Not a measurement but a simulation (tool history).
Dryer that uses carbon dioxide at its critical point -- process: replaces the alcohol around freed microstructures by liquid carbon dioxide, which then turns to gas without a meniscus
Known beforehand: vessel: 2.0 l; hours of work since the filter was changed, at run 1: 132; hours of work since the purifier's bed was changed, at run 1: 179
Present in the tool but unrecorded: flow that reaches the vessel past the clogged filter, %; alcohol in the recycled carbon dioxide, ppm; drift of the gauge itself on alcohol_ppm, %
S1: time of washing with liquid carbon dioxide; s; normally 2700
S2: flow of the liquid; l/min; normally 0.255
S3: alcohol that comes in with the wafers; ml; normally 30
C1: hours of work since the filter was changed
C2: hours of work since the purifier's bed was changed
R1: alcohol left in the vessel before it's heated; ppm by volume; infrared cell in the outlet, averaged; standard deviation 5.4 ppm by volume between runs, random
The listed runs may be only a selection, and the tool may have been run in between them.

{"run": 1, "hour": 0.0, "S1": 2700, "S2": 0.255, "S3": 30, "C1": 132, "C2": 179, "R1": 232}
{"run": 2, "hour": 36.0, "S1": 2700, "S2": 0.255, "S3": 30, "C1": 146, "C2": 193, "R1": 231}
{"run": 3, "hour": 62.4, "S1": 2700, "S2": 0.358, "S3": 30, "C1": 157, "C2": 204, "R1": 117}
{"run": 4, "hour": 103.0, "S1": 1800, "S2": 0.255, "S3": 30, "C1": 173, "C2": 220, "R1": 791}
{"run": 5, "hour": 144.6, "S1": 1800, "S2": 0.255, "S3": 30, "C1": 189, "C2": 236, "R1": 794}
{"run": 6, "hour": 188.8, "S1": 3300, "S2": 0.255, "S3": 30, "C1": 206, "C2": 253, "R1": 167}
{"run": 7, "hour": 217.5, "S1": 3300, "S2": 0.255, "S3": 30, "C1": 217, "C2": 265, "R1": 168}
{"run": 8, "hour": 262.0, "S1": 2700, "S2": 0.255, "S3": 36, "C1": 235, "C2": 282, "R1": 316}
{"run": 9, "hour": 293.4, "S1": 2700, "S2": 0.255, "S3": 36, "C1": 247, "C2": 294, "R1": 323}
{"run": 10, "hour": 333.0, "S1": 2700, "S2": 0.255, "S3": 79, "C1": 263, "C2": 310, "R1": 546}
{"run": 11, "hour": 377.7, "S1": 2820, "S2": 0.255, "S3": 30, "C1": 280, "C2": 327, "R1": 276}
{"run": 12, "hour": 414.0, "S1": 2700, "S2": 0.255, "S3": 83, "C1": 294, "C2": 342, "R1": 572}
{"run": 13, "hour": 434.4, "S1": 2700, "S2": 0.343, "S3": 30, "C1": 302, "C2": 350, "R1": 197}
{"run": 14, "hour": 467.6, "S1": 2700, "S2": 0.343, "S3": 30, "C1": 315, "C2": 363, "R1": 203}
{"run": 15, "hour": 508.3, "S1": 2700, "S2": 0.177, "S3": 46, "C1": 331, "C2": 379, "R1": 1138}
{"run": 16, "hour": 551.9, "S1": 3420, "S2": 0.317, "S3": 115, "C1": 349, "C2": 396, "R1": 226}
{"run": 17, "hour": 586.8, "S1": 1800, "S2": 0.255, "S3": 117, "C1": 362, "C2": 409, "R1": 2967}
{"run": 18, "hour": 612.1, "S1": 2700, "S2": 0.269, "S3": 30, "C1": 372, "C2": 419, "R1": 310}
{"run": 19, "hour": 642.1, "S1": 2700, "S2": 0.229, "S3": 38, "C1": 384, "C2": 431, "R1": 521}
{"run": 20, "hour": 682.2, "S1": 2700, "S2": 0.229, "S3": 38, "C1": 400, "C2": 447, "R1": 523}
{"run": 21, "hour": 702.2, "S1": 2700, "S2": 0.229, "S3": 38, "C1": 407, "C2": 455, "R1": 540}
{"run": 22, "hour": 724.1, "S1": 1920, "S2": 0.324, "S3": 21, "C1": 416, "C2": 463, "R1": 388}
{"run": 23, "hour": 761.6, "S1": 1920, "S2": 0.324, "S3": 21, "C1": 431, "C2": 478, "R1": 393}
{"run": 24, "hour": 787.1, "S1": 2700, "S2": 0.363, "S3": 31, "C1": 441, "C2": 488, "R1": 242}
{"run": 25, "hour": 831.1, "S1": 2700, "S2": 0.363, "S3": 31, "C1": 458, "C2": 505, "R1": 246}
{"run": 26, "hour": 854.9, "S1": 2700, "S2": 0.254, "S3": 97, "C1": 467, "C2": 514, "R1": 774}
{"run": 27, "hour": 897.2, "S1": 1920, "S2": 0.255, "S3": 30, "C1": 484, "C2": 531, "R1": 860}
{"run": 28, "hour": 942.8, "S1": 1800, "S2": 0.348, "S3": 88, "C1": 502, "C2": 549, "R1": 990}

Each run again, without the hidden state but with its own random variation kept:
run=1 R1=142
run=2 R1=135
run=3 R1=23
run=4 R1=655
run=5 R1=650
run=6 R1=46
run=7 R1=44
run=8 R1=167
run=9 R1=169
run=10 R1=362
run=11 R1=118
run=12 R1=367
run=13 R1=35
run=14 R1=33
run=15 R1=872
run=16 R1=40
run=17 R1=2501
run=18 R1=104
run=19 R1=282
run=20 R1=276
run=21 R1=283
run=22 R1=154
run=23 R1=154
run=24 R1=22
run=25 R1=16
run=26 R1=446
run=27 R1=532
run=28 R1=614

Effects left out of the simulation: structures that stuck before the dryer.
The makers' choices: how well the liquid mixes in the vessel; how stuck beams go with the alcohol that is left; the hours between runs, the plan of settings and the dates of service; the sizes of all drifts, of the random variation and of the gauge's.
